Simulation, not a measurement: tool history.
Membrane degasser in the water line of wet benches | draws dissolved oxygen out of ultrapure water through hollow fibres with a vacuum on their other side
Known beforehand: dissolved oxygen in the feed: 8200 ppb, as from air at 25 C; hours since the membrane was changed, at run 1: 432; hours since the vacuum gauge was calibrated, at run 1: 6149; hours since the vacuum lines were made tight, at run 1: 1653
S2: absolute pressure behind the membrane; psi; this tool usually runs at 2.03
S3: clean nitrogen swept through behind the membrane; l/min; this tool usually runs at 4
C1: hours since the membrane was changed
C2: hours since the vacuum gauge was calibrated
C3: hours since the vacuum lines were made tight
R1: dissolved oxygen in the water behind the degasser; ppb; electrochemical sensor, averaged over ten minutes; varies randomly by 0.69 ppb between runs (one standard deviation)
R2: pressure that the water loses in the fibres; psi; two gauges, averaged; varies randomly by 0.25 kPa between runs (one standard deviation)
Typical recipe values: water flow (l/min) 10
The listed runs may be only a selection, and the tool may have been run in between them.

run 1 hour=0 | water_flow_(l/min)=10 S2=2.03 S3=4 | C1=432 C2=6149 C3=1653 | R1=73.2 R2=9.53
run 2 hour=53.9 | water_flow_(l/min)=10 S2=2.03 S3=4 | C1=486 C2=6202 C3=1707 | R1=73.8 R2=9.429
run 3 hour=93 | water_flow_(l/min)=10 S2=2.63 S3=4 | C1=525 C2=6242 C3=1746 | R1=98.4 R2=9.432
run 4 hour=131.1 | water_flow_(l/min)=10 S2=2.63 S3=4 | C1=563 C2=6280 C3=1784 | R1=97.7 R2=9.532
run 5 hour=189.6 | water_flow_(l/min)=10 S2=2.03 S3=4 | C1=622 C2=6338 C3=1843 | R1=73.1 R2=9.443
run 6 hour=255.5 | water_flow_(l/min)=10 S2=4.02 S3=4 | C1=687 C2=6404 C3=1909 | R1=157.3 R2=9.435
run 7 hour=325.8 | water_flow_(l/min)=10 S2=4.02 S3=4 | C1=758 C2=6474 C3=1979 | R1=159 R2=9.49
run 8 hour=378.6 | water_flow_(l/min)=10 S2=4.02 S3=4 | C1=810 C2=6527 C3=2032 | R1=155.1 R2=9.491
run 9 hour=447.7 | water_flow_(l/min)=10 S2=4.02 S3=4 | C1=880 C2=6596 C3=2101 | R1=157.4 R2=9.516
run 10 hour=506 | water_flow_(l/min)=10 S2=2.03 S3=4 | C1=938 C2=6655 C3=2159 | R1=74 R2=9.514
run 11 hour=575.6 | water_flow_(l/min)=10 S2=2.03 S3=4 | C1=1008 C2=6724 C3=2229 | R1=73.2 R2=9.454
run 12 hour=645.6 | water_flow_(l/min)=7 S2=2.03 S3=4 | C1=1077 C2=6794 C3=2299 | R1=50.7 R2=6.625
run 13 hour=700.8 | water_flow_(l/min)=7 S2=2.03 S3=4 | C1=1133 C2=6849 C3=2354 | R1=50.8 R2=6.638
run 14 hour=771 | water_flow_(l/min)=7 S2=2.03 S3=4 | C1=1203 C2=6920 C3=2424 | R1=49 R2=6.585
run 15 hour=835.1 | water_flow_(l/min)=10 S2=2.03 S3=4 | C1=1267 C2=6984 C3=2488 | R1=74.9 R2=9.494
run 16 hour=889.8 | water_flow_(l/min)=10 S2=2.03 S3=4 | C1=1322 C2=7038 C3=2543 | R1=74.4 R2=9.436
run 17 hour=939.1 | water_flow_(l/min)=10 S2=2.03 S3=4 | C1=1371 C2=7088 C3=2592 | R1=74.2 R2=9.532
run 18 hour=993 | water_flow_(l/min)=13 S2=1.42 S3=5.86 | C1=1425 C2=7142 C3=2646 | R1=48.7 R2=12.382
run 19 hour=1040.4 | water_flow_(l/min)=16 S2=1.51 S3=5.51 | C1=1472 C2=7189 C3=2693 | R1=70.9 R2=15.229
run 20 hour=1091.5 | water_flow_(l/min)=16 S2=1.51 S3=5.51 | C1=1523 C2=7240 C3=2745 | R1=72 R2=15.197
-- hour=1096.6 vacuum gauge calibrated
run 21 hour=1138.3 | water_flow_(l/min)=7 S2=1.62 S3=4.83 | C1=1570 C2=42 C3=2791 | R1=33.2 R2=6.622
run 22 hour=1198.7 | water_flow_(l/min)=7 S2=1.62 S3=4.83 | C1=1630 C2=102 C3=2851 | R1=32.3 R2=6.644
run 23 hour=1259.2 | water_flow_(l/min)=7 S2=1.62 S3=4.83 | C1=1691 C2=163 C3=2912 | R1=33.1 R2=6.656
-- hour=1295.3 vacuum gauge calibrated, once more
run 24 hour=1296.1 | water_flow_(l/min)=10 S2=2.03 S3=4 | C1=1727 C2=1 C3=2948 | R1=73.2 R2=9.51
run 25 hour=1341.8 | water_flow_(l/min)=10 S2=2.26 S3=6.11 | C1=1773 C2=47 C3=2994 | R1=56.2 R2=9.48
run 26 hour=1410.8 | water_flow_(l/min)=10 S2=2.26 S3=6.11 | C1=1842 C2=116 C3=3063 | R1=56.2 R2=9.526
run 27 hour=1472 | water_flow_(l/min)=6 S2=1.58 S3=4 | C1=1903 C2=177 C3=3124 | R1=30.9 R2=5.758
run 28 hour=1508.5 | water_flow_(l/min)=6 S2=1.58 S3=4 | C1=1939 C2=213 C3=3161 | R1=30.9 R2=5.694
run 29 hour=1554.8 | water_flow_(l/min)=6 S2=1.58 S3=4 | C1=1986 C2=260 C3=3207 | R1=30.6 R2=5.743
run 30 hour=1619.9 | water_flow_(l/min)=9 S2=1.58 S3=4 | C1=2051 C2=325 C3=3272 | R1=46.8 R2=8.58
run 31 hour=1655.4 | water_flow_(l/min)=15 S2=2.03 S3=4 | C1=2086 C2=360 C3=3307 | R1=116.9 R2=14.227
run 32 hour=1712.3 | water_flow_(l/min)=15 S2=2.03 S3=4 | C1=2143 C2=417 C3=3364 | R1=115.1 R2=14.35
run 33 hour=1747.6 | water_flow_(l/min)=12 S2=3.35 S3=9.79 | C1=2179 C2=452 C3=3400 | R1=71.5 R2=11.439

Here are 3 independent what-if runs from the current tool condition. What would each one return?
run A hour=1791.5 | water_flow_(l/min)=11 S2=3.35 S3=9.79 | C1=2222 C2=496 C3=3444 | R1=? R2=?
run B hour=1791.5 | water_flow_(l/min)=10 S2=3.73 S3=7.71 | C1=2222 C2=496 C3=3444 | R1=? R2=?
run C hour=1791.5 | water_flow_(l/min)=7 S2=2.03 S3=4 | C1=2222 C2=496 C3=3444 | R1=? R2=?

run=A R1=64.3 R2=10.456
run=B R1=79.2 R2=9.477
run=C R1=50.8 R2=6.688
Without the tool's unlogged condition, the same runs would have read:
run=A R1=62.6 R2=10.363
run=B R1=77 R2=9.391
run=C R1=49 R2=6.627

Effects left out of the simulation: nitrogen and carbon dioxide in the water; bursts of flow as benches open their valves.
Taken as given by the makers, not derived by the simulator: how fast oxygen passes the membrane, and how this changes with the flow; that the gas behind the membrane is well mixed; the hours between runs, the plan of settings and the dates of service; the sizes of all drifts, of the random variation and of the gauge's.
